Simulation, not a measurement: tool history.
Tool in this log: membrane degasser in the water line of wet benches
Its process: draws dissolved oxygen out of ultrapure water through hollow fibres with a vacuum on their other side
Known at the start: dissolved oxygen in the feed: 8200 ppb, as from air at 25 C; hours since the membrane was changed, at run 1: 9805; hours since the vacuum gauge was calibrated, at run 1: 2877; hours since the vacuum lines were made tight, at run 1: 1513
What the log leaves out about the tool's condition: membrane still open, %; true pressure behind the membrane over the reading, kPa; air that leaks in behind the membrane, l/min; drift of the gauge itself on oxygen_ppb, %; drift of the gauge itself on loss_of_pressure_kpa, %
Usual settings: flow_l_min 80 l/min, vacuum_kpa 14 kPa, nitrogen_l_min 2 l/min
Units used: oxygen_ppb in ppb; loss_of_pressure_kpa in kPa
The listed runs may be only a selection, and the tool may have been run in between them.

run	hour	flow_l_min	vacuum_kpa	nitrogen_l_min	hours since the membrane was changed	hours since the vacuum gauge was calibrated	hours since the vacuum lines were made tight	oxygen_ppb	loss_of_pressure_kpa
1	0	80	14	2	9805	2877	1513	810.5	67.56
2	313.2	80	14	2	10118	3190	1826	812.1	67.62
3	464.4	80	14	2	10269	3341	1977	811.5	67.4
4	674.2	80	14	2	10479	3551	2187	812.7	67.21
5	890	80	14	2	10695	3767	2403	812.1	67.53
6	1124	118	14	2	10929	4001	2637	1102.9	99.52
7	1385	118	14	1.2	11190	4262	2898	1499.7	99.3
8	1694	118	14	1.2	11499	4571	3207	1501.9	99.37
9	1926	80	14	2	11731	4803	3439	812.7	67.88
10	2264	80	14	2	12069	5141	3777	815.1	67.59
11	2618.9	80	14	2.84	12424	5496	4132	622.8	67.41
12	2862.7	80	14	4.69	12668	5740	4375	412.6	67.84
13	3058.9	80	18.3	2	12864	5936	4572	1096.7	67.65
14	3216.3	80	31.7	2	13021	6093	4729	1869.2	67.9
15	3453.3	80	31.7	2	13258	6330	4966	1870.8	68.06
16	3800	80	31.7	2	13605	6677	5313	1872.2	68.14
17	3966.9	80	31.7	2	13772	6844	5480	1873.9	67.79
18	4163.6	70	8.8	2	13968	7041	5676	402.7	59.41
# hour 4236.5: vacuum gauge calibrated
19	4352	54	14	3.9	14156	116	5864	335.4	45.97
20	4649.9	89	14	3.9	14454	413	6162	526.4	75.73
21	4862.7	89	14	1.03	14667	626	6375	1353.5	75.78
22	5105.2	89	14	1.22	14910	869	6617	1221.1	75.95
23	5283.8	80	30.5	1.18	15088	1047	6796	2498.4	68.02
24	5543.9	69	28.1	1.18	15348	1307	7056	2128.6	58.73
25	5853.9	69	28.1	1.18	15658	1617	7366	2127.8	58.48
26	6132.6	108	14	0.86	15937	1896	7645	1686	92.39
27	6430.2	88	30.3	2	16235	2194	7942	1912.1	74.83
28	6768.6	56	30.3	3.03	16573	2532	8281	1012	48.18
29	6913.8	56	30.3	3.03	16718	2677	8426	1012.2	47.96
30	7261.8	65	32.9	0.82	17066	3025	8774	2891.5	55.65
31	7583.6	80	17.9	4.24	17388	3347	9096	596.1	68.33
32	7893.8	80	17.9	4.24	17698	3657	9406	596.6	68.57
33	8203.4	98	20.7	4.24	18008	3967	9716	836.8	83.99

A few steps of oxygen_ppb between consecutive runs. Split each: what settings, incoming material and random variation would produce without the hidden state, and what is left over for the hidden state, along with gauge scatter present in only one of the two compared results (measured, and without hidden state):
Run 17 -> 18: flow_l_min 80 -> 70, vacuum_kpa 31.7 -> 8.8. oxygen_ppb -1471.2 ppb: hidden state +0.2, all else -1471.4.
Run 18 -> 19: flow_l_min 70 -> 54, vacuum_kpa 8.8 -> 14, nitrogen_l_min 2 -> 3.9, vacuum gauge calibrated. oxygen_ppb -67.3 ppb: hidden state -10.2, all else -57.1.
Run 29 -> 30: flow_l_min 56 -> 65, vacuum_kpa 30.3 -> 32.9, nitrogen_l_min 3.03 -> 0.82. oxygen_ppb +1879.3 ppb: hidden state -10, all else +1889.3.
Run 30 -> 31: flow_l_min 65 -> 80, vacuum_kpa 32.9 -> 17.9, nitrogen_l_min 0.82 -> 4.24. oxygen_ppb -2295.4 ppb: hidden state +8.4, all else -2303.8.
